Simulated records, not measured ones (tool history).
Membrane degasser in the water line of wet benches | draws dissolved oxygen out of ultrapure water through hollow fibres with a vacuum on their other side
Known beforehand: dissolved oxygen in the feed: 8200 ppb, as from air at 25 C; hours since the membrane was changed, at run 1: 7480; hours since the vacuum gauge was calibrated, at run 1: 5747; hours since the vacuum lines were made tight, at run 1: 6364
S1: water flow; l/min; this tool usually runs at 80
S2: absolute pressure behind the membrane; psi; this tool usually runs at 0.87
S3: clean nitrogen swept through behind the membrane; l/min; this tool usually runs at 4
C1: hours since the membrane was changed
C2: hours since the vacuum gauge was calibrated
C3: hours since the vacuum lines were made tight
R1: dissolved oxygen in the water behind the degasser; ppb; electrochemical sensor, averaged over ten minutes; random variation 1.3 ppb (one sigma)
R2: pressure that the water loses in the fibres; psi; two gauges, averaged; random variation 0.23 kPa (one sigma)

run 1 hour=0 | S1=80 S2=0.87 S3=4 | C1=7480 C2=5747 C3=6364 | R1=128.6 R2=8.486
-- hour=188.2 seals of the vacuum lines changed
run 2 hour=226.4 | S1=80 S2=0.87 S3=4 | C1=7705 C2=5972 C3=38 | R1=128.7 R2=8.47
run 3 hour=429.9 | S1=80 S2=0.87 S3=4 | C1=7908 C2=6175 C3=242 | R1=130.9 R2=8.469
run 4 hour=604.1 | S1=80 S2=0.87 S3=4 | C1=8082 C2=6349 C3=416 | R1=128.9 R2=8.53
run 5 hour=842.3 | S1=80 S2=0.87 S3=4 | C1=8321 C2=6588 C3=654 | R1=128.8 R2=8.559
run 6 hour=1090.2 | S1=80 S2=0.87 S3=4 | C1=8569 C2=6836 C3=902 | R1=129.5 R2=8.534
-- hour=1235.8 vacuum gauge calibrated
run 7 hour=1329.5 | S1=80 S2=0.87 S3=4 | C1=8807 C2=94 C3=1141 | R1=127.6 R2=8.531
run 8 hour=1526.4 | S1=66 S2=0.87 S3=4 | C1=9004 C2=291 C3=1338 | R1=106.5 R2=7.024
run 9 hour=1726.9 | S1=80 S2=0.87 S3=4 | C1=9205 C2=491 C3=1538 | R1=131.2 R2=8.499
run 10 hour=1839.4 | S1=80 S2=0.87 S3=4 | C1=9317 C2=604 C3=1651 | R1=128.7 R2=8.538
run 11 hour=1987.2 | S1=80 S2=0.87 S3=4 | C1=9465 C2=751 C3=1798 | R1=130.3 R2=8.512
run 12 hour=2094.4 | S1=80 S2=0.87 S3=4 | C1=9572 C2=859 C3=1906 | R1=128.9 R2=8.551
run 13 hour=2312.2 | S1=80 S2=1.925 S3=4 | C1=9790 C2=1076 C3=2124 | R1=432.6 R2=8.524
run 14 hour=2495.9 | S1=80 S2=0.87 S3=4 | C1=9974 C2=1260 C3=2307 | R1=128.4 R2=8.557
run 15 hour=2726.7 | S1=80 S2=0.87 S3=4 | C1=10205 C2=1491 C3=2538 | R1=130.9 R2=8.564
run 16 hour=2898.1 | S1=80 S2=1.046 S3=4 | C1=10376 C2=1662 C3=2709 | R1=182.1 R2=8.583
run 17 hour=3128 | S1=80 S2=1.046 S3=4 | C1=10606 C2=1892 C3=2939 | R1=184.5 R2=8.614
run 18 hour=3241 | S1=56 S2=0.87 S3=4 | C1=10719 C2=2005 C3=3052 | R1=92.3 R2=6.026
run 19 hour=3403.8 | S1=60 S2=1.613 S3=4 | C1=10882 C2=2168 C3=3215 | R1=268.9 R2=6.517
run 20 hour=3647.7 | S1=97 S2=1.836 S3=6 | C1=11126 C2=2412 C3=3459 | R1=345.9 R2=10.373
run 21 hour=3803.6 | S1=124 S2=0.87 S3=2.93 | C1=11281 C2=2568 C3=3615 | R1=241.7 R2=13.412
run 22 hour=3930.7 | S1=70 S2=0.87 S3=4 | C1=11409 C2=2695 C3=3742 | R1=113.2 R2=7.543
run 23 hour=4181.8 | S1=122 S2=0.996 S3=4 | C1=11660 C2=2946 C3=3993 | R1=247 R2=13.242
run 24 hour=4322.2 | S1=97 S2=0.87 S3=4 | C1=11800 C2=3086 C3=4134 | R1=155 R2=10.482
run 25 hour=4485.7 | S1=111 S2=1.168 S3=9.86 | C1=11964 C2=3250 C3=4297 | R1=138.6 R2=11.973
-- hour=4622 gauge calibrated
run 26 hour=4637.4 | S1=77 S2=0.819 S3=9.86 | C1=12115 C2=3402 C3=4449 | R1=51.3 R2=8.102
run 27 hour=4768.3 | S1=81 S2=1.008 S3=6.94 | C1=12246 C2=3532 C3=4580 | R1=107.4 R2=8.553
-- hour=4852.7 membrane cartridge changed
run 28 hour=4991.5 | S1=81 S2=1.008 S3=6.94 | C1=139 C2=3752 C3=4799 | R1=104.9 R2=8.63
run 29 hour=5249.9 | S1=81 S2=1.008 S3=6.94 | C1=397 C2=4010 C3=5057 | R1=108.1 R2=8.607
run 30 hour=5369.2 | S1=81 S2=1.008 S3=6.94 | C1=517 C2=4129 C3=5177 | R1=106.8 R2=8.604
run 31 hour=5594.9 | S1=81 S2=1.008 S3=6.94 | C1=742 C2=4355 C3=5402 | R1=108 R2=8.589
run 32 hour=5752 | S1=81 S2=1.008 S3=6.94 | C1=899 C2=4512 C3=5559 | R1=106.1 R2=8.612
run 33 hour=5995.8 | S1=81 S2=1.008 S3=6.94 | C1=1143 C2=4756 C3=5803 | R1=106.5 R2=8.624

How would selected steps in R2 from run to run divide? Give the signed amount a tool lacking its hidden state would still show from settings, what came in and random variation, and the signed amount left for the hidden state, including any gauge scatter that is not in both of the compared results.
Unlogged tool condition in this case: membrane still open, %; true pressure behind the membrane over the reading, kPa; air that leaks in behind the membrane, l/min; drift of the gauge itself on oxygen_ppb, %; drift of the gauge itself on loss_of_pressure_kpa, %.
Run 21 -> 22: S1 124 -> 70, S3 2.93 -> 4. R2 -5.868 psi: hidden state -0.112, all else -5.757.
Run 22 -> 23: S1 70 -> 122, S2 0.87 -> 0.996. R2 +5.699 psi: hidden state +0.133, all else +5.565.
Run 25 -> 26: S1 111 -> 77, S2 1.168 -> 0.819, gauge calibrated. R2 -3.871 psi: hidden state -0.273, all else -3.598.
